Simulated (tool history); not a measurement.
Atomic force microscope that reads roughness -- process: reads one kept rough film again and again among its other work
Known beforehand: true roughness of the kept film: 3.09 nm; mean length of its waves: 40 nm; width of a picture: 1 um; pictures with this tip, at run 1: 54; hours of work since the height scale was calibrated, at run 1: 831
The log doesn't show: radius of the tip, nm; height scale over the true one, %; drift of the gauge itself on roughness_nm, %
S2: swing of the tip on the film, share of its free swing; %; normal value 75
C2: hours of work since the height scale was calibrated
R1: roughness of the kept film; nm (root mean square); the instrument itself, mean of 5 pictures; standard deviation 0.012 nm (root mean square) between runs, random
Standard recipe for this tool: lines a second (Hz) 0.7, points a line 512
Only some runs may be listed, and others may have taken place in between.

Run 1, day 0: usual settings; pictures with this tip 54; C2 831. Result: R1 2.645 nm (root mean square).
Run 2, day 1.958: usual settings but lines a second (Hz) 1.024; pictures with this tip 127; C2 867. Result: R1 2.462 nm (root mean square).
Run 3, day 4.029: usual settings but lines a second (Hz) 1.024; pictures with this tip 203; C2 905. Result: R1 2.389 nm (root mean square).
At day 5.208: new tip fitted.
Run 4, day 5.329: usual settings but lines a second (Hz) 1.024; pictures with this tip 5; C2 929. Result: R1 2.642 nm (root mean square).
Run 5, day 7.458: usual settings but lines a second (Hz) 1.024; pictures with this tip 83; C2 968. Result: R1 2.514 nm (root mean square).
Run 6, day 9.654: usual settings but points a line 840; pictures with this tip 165; C2 1008. Result: R1 2.48 nm (root mean square).
Run 7, day 10.675: usual settings but points a line 840; pictures with this tip 202; C2 1027. Result: R1 2.444 nm (root mean square).
At day 11.742: new tip fitted.
Run 8, day 11.996: usual settings but points a line 964; pictures with this tip 9; C2 1051. Result: R1 2.676 nm (root mean square).
Run 9, day 14.004: usual settings but points a line 343; pictures with this tip 84; C2 1087. Result: R1 2.562 nm (root mean square).
Run 10, day 15.942: usual settings but S2 56 %; pictures with this tip 155; C2 1123. Result: R1 2.58 nm (root mean square).
Run 11, day 17.758: usual settings but points a line 398; pictures with this tip 222; C2 1156. Result: R1 2.417 nm (root mean square).
At day 18.45: new tip fitted.
Run 12, day 19.617: usual settings but points a line 398; pictures with this tip 43; C2 1190. Result: R1 2.613 nm (root mean square).
At day 19.896: height scale calibrated on a step standard.
Run 13, day 20.688: usual settings but S2 74 %; pictures with this tip 81; C2 15. Result: R1 2.652 nm (root mean square).
Run 14, day 22.421: usual settings but S2 74 %; pictures with this tip 146; C2 46. Result: R1 2.566 nm (root mean square).
Run 15, day 23.812: usual settings; pictures with this tip 197; C2 72. Result: R1 2.467 nm (root mean square).
At day 25.05: new tip fitted.
Run 16, day 25.317: usual settings; pictures with this tip 10; C2 99. Result: R1 2.741 nm (root mean square).
Run 17, day 27.488: usual settings; pictures with this tip 90; C2 139. Result: R1 2.629 nm (root mean square).
Run 18, day 29.542: usual settings; pictures with this tip 166; C2 177. Result: R1 2.542 nm (root mean square).
Run 19, day 31.346: usual settings; pictures with this tip 233; C2 210. Result: R1 2.439 nm (root mean square).
At day 31.679: new tip fitted.
Run 20, day 32.338: usual settings; pictures with this tip 25; C2 227. Result: R1 2.708 nm (root mean square).
Run 21, day 34.579: usual settings but lines a second (Hz) 0.827; pictures with this tip 108; C2 268. Result: R1 2.57 nm (root mean square).
Run 22, day 36.512: usual settings but lines a second (Hz) 0.827; pictures with this tip 179; C2 304. Result: R1 2.488 nm (root mean square).
Run 23, day 37.846: usual settings; pictures with this tip 228; C2 328. Result: R1 2.448 nm (root mean square).
At day 38.262: new tip fitted.
Run 24, day 40.1: usual settings; pictures with this tip 68; C2 369. Result: R1 2.663 nm (root mean square).
Run 25, day 42.138: usual settings but lines a second (Hz) 1.22; pictures with this tip 143; C2 407. Result: R1 2.434 nm (root mean square).
Run 26, day 43.646: usual settings but lines a second (Hz) 1.22; pictures with this tip 199; C2 434. Result: R1 2.37 nm (root mean square).
At day 44.788: new tip fitted.
Run 27, day 45.221: usual settings but lines a second (Hz) 1.22; pictures with this tip 16; C2 463. Result: R1 2.573 nm (root mean square).
Run 28, day 46.233: usual settings but lines a second (Hz) 1.22, S2 59 %, points a line 477; pictures with this tip 53; C2 481. Result: R1 2.705 nm (root mean square).
Run 29, day 47.667: usual settings but lines a second (Hz) 1.742, S2 87 %, points a line 406; pictures with this tip 106; C2 508. Result: R1 2.14 nm (root mean square).
Run 30, day 49.504: usual settings but lines a second (Hz) 1.742, S2 87 %, points a line 406; pictures with this tip 174; C2 541. Result: R1 2.064 nm (root mean square).
Run 31, day 51.262: usual settings but lines a second (Hz) 1.742, S2 77 %, points a line 887; pictures with this tip 239; C2 574. Result: R1 2.191 nm (root mean square).
At day 51.408: new tip fitted.
Run 32, day 52.375: usual settings but lines a second (Hz) 1.742, S2 77 %, points a line 887; pictures with this tip 35; C2 594. Result: R1 2.421 nm (root mean square).
Run 33, day 53.617: usual settings but points a line 876; pictures with this tip 81; C2 616. Result: R1 2.626 nm (root mean square).
Run 34, day 55.938: usual settings but lines a second (Hz) 1.112, S2 58 %, points a line 771; pictures with this tip 167; C2 659. Result: R1 2.578 nm (root mean square).
Run 35, day 56.933: usual settings but lines a second (Hz) 1.112, S2 58 %, points a line 795; pictures with this tip 204; C2 677. Result: R1 2.512 nm (root mean square).
At day 57.988: new tip fitted.
Run 36, day 57.988: usual settings but lines a second (Hz) 3.299, S2 89 %, points a line 907; pictures with this tip 0; C2 696. Result: R1 1.834 nm (root mean square).
Run 37, day 59.817: usual settings but lines a second (Hz) 0.696, S2 67 %, points a line 282; pictures with this tip 68; C2 730. Result: R1 2.652 nm (root mean square).
Run 38, day 61.183: usual settings but lines a second (Hz) 0.696, S2 67 %, points a line 282; pictures with this tip 118; C2 755. Result: R1 2.6 nm (root mean square).
Run 39, day 62.15: usual settings but lines a second (Hz) 2.655, S2 67 %, points a line 758; pictures with this tip 154; C2 773. Result: R1 2.309 nm (root mean square).
Run 40, day 63.279: usual settings but lines a second (Hz) 3.862, S2 67 %, points a line 382; pictures with this tip 196; C2 793. Result: R1 2.128 nm (root mean square).
At day 64.571: new tip fitted.
Run 41, day 65.562: usual settings but lines a second (Hz) 3.28, points a line 646; pictures with this tip 36; C2 835. Result: R1 2.179 nm (root mean square).
Run 42, day 67.504: usual settings but lines a second (Hz) 3.28, points a line 646; pictures with this tip 108; C2 870. Result: R1 2.091 nm (root mean square).
Run 43, day 68.875: usual settings but lines a second (Hz) 2.028, S2 59 %, points a line 459; pictures with this tip 159; C2 895. Result: R1 2.484 nm (root mean square).
At day 71.108: new tip fitted.
Run 44, day 71.188: usual settings but lines a second (Hz) 2.028, S2 59 %, points a line 459; pictures with this tip 3; C2 937. Result: R1 2.676 nm (root mean square).
Run 45, day 72.212: usual settings but points a line 706; pictures with this tip 40; C2 956. Result: R1 2.651 nm (root mean square).
Run 46, day 73.45: usual settings but points a line 706; pictures with this tip 86; C2 979. Result: R1 2.605 nm (root mean square).
Run 47, day 75.508: usual settings but points a line 706; pictures with this tip 162; C2 1017. Result: R1 2.505 nm (root mean square).
Run 48, day 76.471: usual settings but lines a second (Hz) 3.662, S2 85 %, points a line 298; pictures with this tip 198; C2 1034. Result: R1 1.676 nm (root mean square).
At day 77.792: new tip fitted.
Run 49, day 78.396: usual settings but lines a second (Hz) 2.006; pictures with this tip 22; C2 1069. Result: R1 2.405 nm (root mean square).
Run 50, day 80.262: usual settings but lines a second (Hz) 1.326, points a line 588; pictures with this tip 91; C2 1103. Result: R1 2.458 nm (root mean square).
Run 51, day 82.308: usual settings but lines a second (Hz) 0.561, points a line 599; pictures with this tip 167; C2 1141. Result: R1 2.519 nm (root mean square).

Below are 5 alternative next runs, each starting from the tool's condition after run 51. Predict each:
Run A, day 83.5: usual settings but lines a second (Hz) 1.045; pictures with this tip 211; C2 1163. Result: R1 ?.
Run B, day 83.5: usual settings but lines a second (Hz) 0.561, S2 71 %, points a line 405; pictures with this tip 211; C2 1163. Result: R1 ?.
Run C, day 83.5: usual settings but S2 70 %, points a line 349; pictures with this tip 211; C2 1163. Result: R1 ?.
Run D, day 83.5: usual settings but lines a second (Hz) 0.561, S2 61 %, points a line 997; pictures with this tip 211; C2 1163. Result: R1 ?.
Run E, day 83.5: usual settings but lines a second (Hz) 3.165, points a line 474; pictures with this tip 211; C2 1163. Result: R1 ?.

run     R1
  A  2.379
  B  2.485
  C  2.466
  D  2.566
  E  2.021
Stripped of hidden state, with their random variation kept, the same runs would have yielded:
run     R1
  A  2.689
  B  2.808
  C  2.787
  D    2.9
  E  2.284
